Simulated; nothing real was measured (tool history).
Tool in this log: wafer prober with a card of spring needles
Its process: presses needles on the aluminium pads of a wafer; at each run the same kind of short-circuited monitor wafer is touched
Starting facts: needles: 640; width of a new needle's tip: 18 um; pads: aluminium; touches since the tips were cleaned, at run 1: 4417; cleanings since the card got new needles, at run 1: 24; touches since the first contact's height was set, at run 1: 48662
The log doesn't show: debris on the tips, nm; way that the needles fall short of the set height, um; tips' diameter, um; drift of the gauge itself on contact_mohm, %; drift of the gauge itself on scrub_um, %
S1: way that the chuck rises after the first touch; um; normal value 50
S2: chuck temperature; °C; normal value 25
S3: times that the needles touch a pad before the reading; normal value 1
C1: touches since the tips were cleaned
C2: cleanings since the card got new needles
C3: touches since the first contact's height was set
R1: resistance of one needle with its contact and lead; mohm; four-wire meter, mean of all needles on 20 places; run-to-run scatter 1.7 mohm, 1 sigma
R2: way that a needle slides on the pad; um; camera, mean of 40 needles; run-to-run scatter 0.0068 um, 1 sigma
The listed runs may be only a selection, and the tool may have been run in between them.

run,hour,S1,S2,S3,C1,C2,C3,R1,R2
1,0.0,50,25,1,4417,24,48662,167,7.145
# hour 7.7: tips cleaned on abrasive film
# hour 28.2: tips cleaned on abrasive film
# hour 47.7: tips cleaned on abrasive film
2,47.7,50,25,1,0,27,69238,169,7.162
# hour 67.9: tips cleaned on abrasive film
# hour 88.4: tips cleaned on abrasive film
# hour 108.7: tips cleaned on abrasive film
# hour 126.5: tips cleaned on abrasive film
3,126.5,50,25,1,0,31,103223,168,7.149
# hour 142.9: tips cleaned on abrasive film
# hour 163.1: tips cleaned on abrasive film
4,176.8,39,25,1,5957,33,124962,175,5.568
# hour 181.0: tips cleaned on abrasive film
# hour 201.5: tips cleaned on abrasive film
# hour 220.7: tips cleaned on abrasive film
# hour 239.4: tips cleaned on abrasive film
5,255.6,50,75,1,7039,37,158950,177,7.153
# hour 259.6: tips cleaned on abrasive film
# hour 259.9: height of the first contact set anew
# hour 280.4: tips cleaned on abrasive film
# hour 299.8: tips cleaned on abrasive film
# hour 319.8: tips cleaned on abrasive film
6,335.1,50,88,1,6630,41,32474,181,7.163
# hour 339.3: tips cleaned on abrasive film
# hour 359.5: tips cleaned on abrasive film
# hour 380.0: tips cleaned on abrasive film
7,395.2,50,25,1,6626,44,58432,170,7.175
# hour 399.4: tips cleaned on abrasive film
# hour 419.9: tips cleaned on abrasive film
# hour 439.7: tips cleaned on abrasive film
8,444.3,50,25,1,2002,47,79577,167,7.179
# hour 456.6: tips cleaned on abrasive film
# hour 477.1: tips cleaned on abrasive film
# hour 496.8: tips cleaned on abrasive film
# hour 516.5: tips cleaned on abrasive film
9,525.3,50,32,1,3812,51,114538,169,7.176
# hour 533.6: tips cleaned on abrasive film
# hour 553.3: tips cleaned on abrasive film
# hour 571.1: tips cleaned on abrasive film
10,571.1,68,104,3,0,54,134247,176,9.766
# hour 591.6: tips cleaned on abrasive film
# hour 611.6: tips cleaned on abrasive film
# hour 631.0: tips cleaned on abrasive film
# hour 631.3: height of the first contact set anew
11,638.6,56,48,2,3147,57,3147,172,8.047
# hour 650.1: tips cleaned on abrasive film
# hour 670.3: tips cleaned on abrasive film
12,676.5,52,48,3,2659,59,19485,173,7.469
# hour 688.8: tips cleaned on abrasive film
# hour 708.8: tips cleaned on abrasive film
# hour 728.9: tips cleaned on abrasive film
13,738.1,37,70,3,3997,62,46079,183,5.310
# hour 746.3: tips cleaned on abrasive film
# hour 766.4: tips cleaned on abrasive film
14,771.6,64,32,2,2256,64,60516,164,9.201
# hour 783.9: tips cleaned on abrasive film
# hour 803.0: tips cleaned on abrasive film
# hour 823.0: tips cleaned on abrasive film
15,832.5,41,123,2,4111,67,86796,191,5.904
# hour 840.7: tips cleaned on abrasive film
# hour 861.0: tips cleaned on abrasive film
# hour 879.2: tips cleaned on abrasive film
16,879.2,41,123,2,0,70,106952,195,5.890
# hour 899.4: tips cleaned on abrasive film
17,913.6,41,123,2,6139,71,121803,193,5.902
# hour 917.8: tips cleaned on abrasive film
# hour 934.2: tips cleaned on abrasive film
# hour 953.6: tips cleaned on abrasive film
# hour 973.1: tips cleaned on abrasive film
# hour 992.6: tips cleaned on abrasive film
18,992.6,41,123,2,0,76,155844,191,5.908

Alternative continuations, all from the tool just after run 18; predict every row:
# hour 1004.5: height of the first contact set anew
# hour 1012.8: tips cleaned on abrasive film
# hour 1033.3: tips cleaned on abrasive film
# hour 1053.8: tips cleaned on abrasive film
# hour 1072.2: tips cleaned on abrasive film
A,1072.2,64,60,2,0,80,29183,?,?
# hour 1004.5: height of the first contact set anew
# hour 1012.8: tips cleaned on abrasive film
# hour 1033.3: tips cleaned on abrasive film
# hour 1053.8: tips cleaned on abrasive film
# hour 1072.2: tips cleaned on abrasive film
B,1072.2,47,101,1,0,80,29183,?,?
# hour 1004.5: height of the first contact set anew
# hour 1012.8: tips cleaned on abrasive film
# hour 1033.3: tips cleaned on abrasive film
# hour 1053.8: tips cleaned on abrasive film
# hour 1072.2: tips cleaned on abrasive film
C,1072.2,50,25,2,0,80,29183,?,?
# hour 1004.5: height of the first contact set anew
# hour 1012.8: tips cleaned on abrasive film
# hour 1033.3: tips cleaned on abrasive film
# hour 1053.8: tips cleaned on abrasive film
# hour 1072.2: tips cleaned on abrasive film
D,1072.2,44,123,3,0,80,29183,?,?

run,R1,R2
A,171,9.224
B,188,6.780
C,169,7.211
D,193,6.357
Stripped of hidden state, with their random variation kept, the same runs would have yielded:
run,R1,R2
A,171,9.147
B,188,6.723
C,169,7.150
D,193,6.304

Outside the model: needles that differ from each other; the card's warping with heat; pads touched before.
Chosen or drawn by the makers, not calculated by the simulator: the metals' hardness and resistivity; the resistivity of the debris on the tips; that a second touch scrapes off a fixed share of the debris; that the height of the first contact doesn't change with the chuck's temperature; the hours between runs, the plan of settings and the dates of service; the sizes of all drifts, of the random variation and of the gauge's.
